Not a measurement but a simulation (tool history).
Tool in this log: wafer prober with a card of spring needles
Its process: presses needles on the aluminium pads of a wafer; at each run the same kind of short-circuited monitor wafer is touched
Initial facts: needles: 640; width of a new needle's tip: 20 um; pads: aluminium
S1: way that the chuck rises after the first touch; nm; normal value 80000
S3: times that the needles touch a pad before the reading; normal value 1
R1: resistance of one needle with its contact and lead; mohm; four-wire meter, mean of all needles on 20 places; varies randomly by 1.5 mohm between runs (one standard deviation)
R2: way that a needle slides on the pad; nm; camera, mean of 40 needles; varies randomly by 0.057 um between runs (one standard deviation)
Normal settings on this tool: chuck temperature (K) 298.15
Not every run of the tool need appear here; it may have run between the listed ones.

run 1 hour=0 | S1=80000 chuck_temperature_(K)=298.15 S3=1 | R1=256 R2=15650
-- hour=1.4 tips cleaned on abrasive film
-- hour=17.9 tips cleaned on abrasive film
run 2 hour=30.8 | S1=80000 chuck_temperature_(K)=298.15 S3=1 | R1=257 R2=15640
-- hour=33.4 tips cleaned on abrasive film
-- hour=49.6 tips cleaned on abrasive film
run 3 hour=60.3 | S1=80000 chuck_temperature_(K)=298.15 S3=1 | R1=249 R2=15600
-- hour=64.1 tips cleaned on abrasive film
-- hour=78.4 tips cleaned on abrasive film
run 4 hour=78.9 | S1=80000 chuck_temperature_(K)=391.15 S3=1 | R1=170 R2=15600
-- hour=93.9 tips cleaned on abrasive film
run 5 hour=94 | S1=80000 chuck_temperature_(K)=298.15 S3=1 | R1=152 R2=15590
run 6 hour=106.7 | S1=80000 chuck_temperature_(K)=298.15 S3=1 | R1=260 R2=15560
-- hour=109 tips cleaned on abrasive film
-- hour=124.6 tips cleaned on abrasive film
run 7 hour=136.1 | S1=80000 chuck_temperature_(K)=298.15 S3=1 | R1=255 R2=15580
-- hour=140.2 tips cleaned on abrasive film
-- hour=154.7 tips cleaned on abrasive film
run 8 hour=164.5 | S1=80000 chuck_temperature_(K)=298.15 S3=1 | R1=251 R2=15440
-- hour=170.7 tips cleaned on abrasive film
run 9 hour=181.1 | S1=80000 chuck_temperature_(K)=298.15 S3=1 | R1=249 R2=15460
-- hour=186.3 tips cleaned on abrasive film
-- hour=201.7 tips cleaned on abrasive film
run 10 hour=211 | S1=80000 chuck_temperature_(K)=298.15 S3=1 | R1=246 R2=15430
-- hour=216.2 tips cleaned on abrasive film
-- hour=231.7 tips cleaned on abrasive film
run 11 hour=235.5 | S1=80000 chuck_temperature_(K)=298.15 S3=3 | R1=162 R2=15430
-- hour=247.3 tips cleaned on abrasive film
run 12 hour=255.7 | S1=80000 chuck_temperature_(K)=298.15 S3=3 | R1=178 R2=15390
-- hour=261.9 tips cleaned on abrasive film
-- hour=262.2 height of the first contact set anew
-- hour=278.1 tips cleaned on abrasive film
run 13 hour=283.4 | S1=80000 chuck_temperature_(K)=298.15 S3=3 | R1=166 R2=15670
-- hour=294.1 tips cleaned on abrasive film
-- hour=308.9 tips cleaned on abrasive film
run 14 hour=310 | S1=80000 chuck_temperature_(K)=298.15 S3=3 | R1=148 R2=15720
-- hour=323.7 tips cleaned on abrasive film
run 15 hour=330.2 | S1=80000 chuck_temperature_(K)=298.15 S3=1 | R1=235 R2=15600
-- hour=338.2 tips cleaned on abrasive film
run 16 hour=350.4 | S1=80000 chuck_temperature_(K)=298.15 S3=1 | R1=268 R2=15600
-- hour=353.3 tips cleaned on abrasive film
-- hour=369.1 tips cleaned on abrasive film
run 17 hour=376.7 | S1=80000 chuck_temperature_(K)=298.15 S3=1 | R1=232 R2=15590
-- hour=383.9 tips cleaned on abrasive film
-- hour=399.1 tips cleaned on abrasive film
run 18 hour=404 | S1=64000 chuck_temperature_(K)=315.15 S3=1 | R1=254 R2=12460
-- hour=414.7 tips cleaned on abrasive film
run 19 hour=418.5 | S1=64000 chuck_temperature_(K)=311.15 S3=3 | R1=180 R2=12390
-- hour=430.1 tips cleaned on abrasive film
run 20 hour=432.9 | S1=64000 chuck_temperature_(K)=311.15 S3=3 | R1=173 R2=12190
-- hour=445.4 tips cleaned on abrasive film
-- hour=460.8 tips cleaned on abrasive film
run 21 hour=461.2 | S1=64000 chuck_temperature_(K)=311.15 S3=2 | R1=163 R2=12380
-- hour=475.7 tips cleaned on abrasive film
run 22 hour=488.9 | S1=64000 chuck_temperature_(K)=311.15 S3=2 | R1=263 R2=12270
-- hour=491 tips cleaned on abrasive film
run 23 hour=501.4 | S1=64000 chuck_temperature_(K)=311.15 S3=2 | R1=247 R2=12250
-- hour=505.7 tips cleaned on abrasive film
-- hour=521.5 tips cleaned on abrasive film
run 24 hour=523.4 | S1=80000 chuck_temperature_(K)=334.15 S3=1 | R1=183 R2=15370
-- hour=536.2 tips cleaned on abrasive film
run 25 hour=538.2 | S1=80000 chuck_temperature_(K)=334.15 S3=1 | R1=183 R2=15450
-- hour=552.1 tips cleaned on abrasive film
run 26 hour=557 | S1=79000 chuck_temperature_(K)=381.15 S3=2 | R1=196 R2=15200
-- hour=567.9 tips cleaned on abrasive film
-- hour=572.7 height of the first contact set anew
-- hour=583.3 tips cleaned on abrasive film
run 27 hour=588 | S1=79000 chuck_temperature_(K)=310.15 S3=2 | R1=185 R2=15620
-- hour=597.9 tips cleaned on abrasive film
run 28 hour=609.7 | S1=75000 chuck_temperature_(K)=308.15 S3=2 | R1=226 R2=14640
-- hour=612.6 tips cleaned on abrasive film
run 29 hour=622.9 | S1=86000 chuck_temperature_(K)=301.15 S3=2 | R1=197 R2=16910
-- hour=629.4 tips cleaned on abrasive film
-- hour=644.6 tips cleaned on abrasive film
run 30 hour=648.5 | S1=70000 chuck_temperature_(K)=358.15 S3=1 | R1=242 R2=13730
-- hour=660 tips cleaned on abrasive film
run 31 hour=669.4 | S1=67000 chuck_temperature_(K)=323.15 S3=2 | R1=250 R2=13040
-- hour=676.7 tips cleaned on abrasive film
run 32 hour=690.4 | S1=67000 chuck_temperature_(K)=323.15 S3=2 | R1=263 R2=12980

What if the next run were any one of these 3? Each begins from the tool's condition after run 32:
-- hour=692.5 tips cleaned on abrasive film
-- hour=706.8 tips cleaned on abrasive film
run A hour=706.8 | S1=67000 chuck_temperature_(K)=323.15 S3=2 | R1=? R2=?
-- hour=692.5 tips cleaned on abrasive film
-- hour=706.8 tips cleaned on abrasive film
run B hour=706.8 | S1=86000 chuck_temperature_(K)=302.15 S3=3 | R1=? R2=?
-- hour=692.5 tips cleaned on abrasive film
-- hour=706.8 tips cleaned on abrasive film
run C hour=706.8 | S1=96000 chuck_temperature_(K)=323.15 S3=1 | R1=? R2=?

run=A R1=161 R2=12890
run=B R1=142 R2=16820
run=C R1=146 R2=18670
With no hidden state in the tool, these same runs would have given:
run=A R1=149 R2=13070
run=B R1=136 R2=17000
run=C R1=137 R2=18840

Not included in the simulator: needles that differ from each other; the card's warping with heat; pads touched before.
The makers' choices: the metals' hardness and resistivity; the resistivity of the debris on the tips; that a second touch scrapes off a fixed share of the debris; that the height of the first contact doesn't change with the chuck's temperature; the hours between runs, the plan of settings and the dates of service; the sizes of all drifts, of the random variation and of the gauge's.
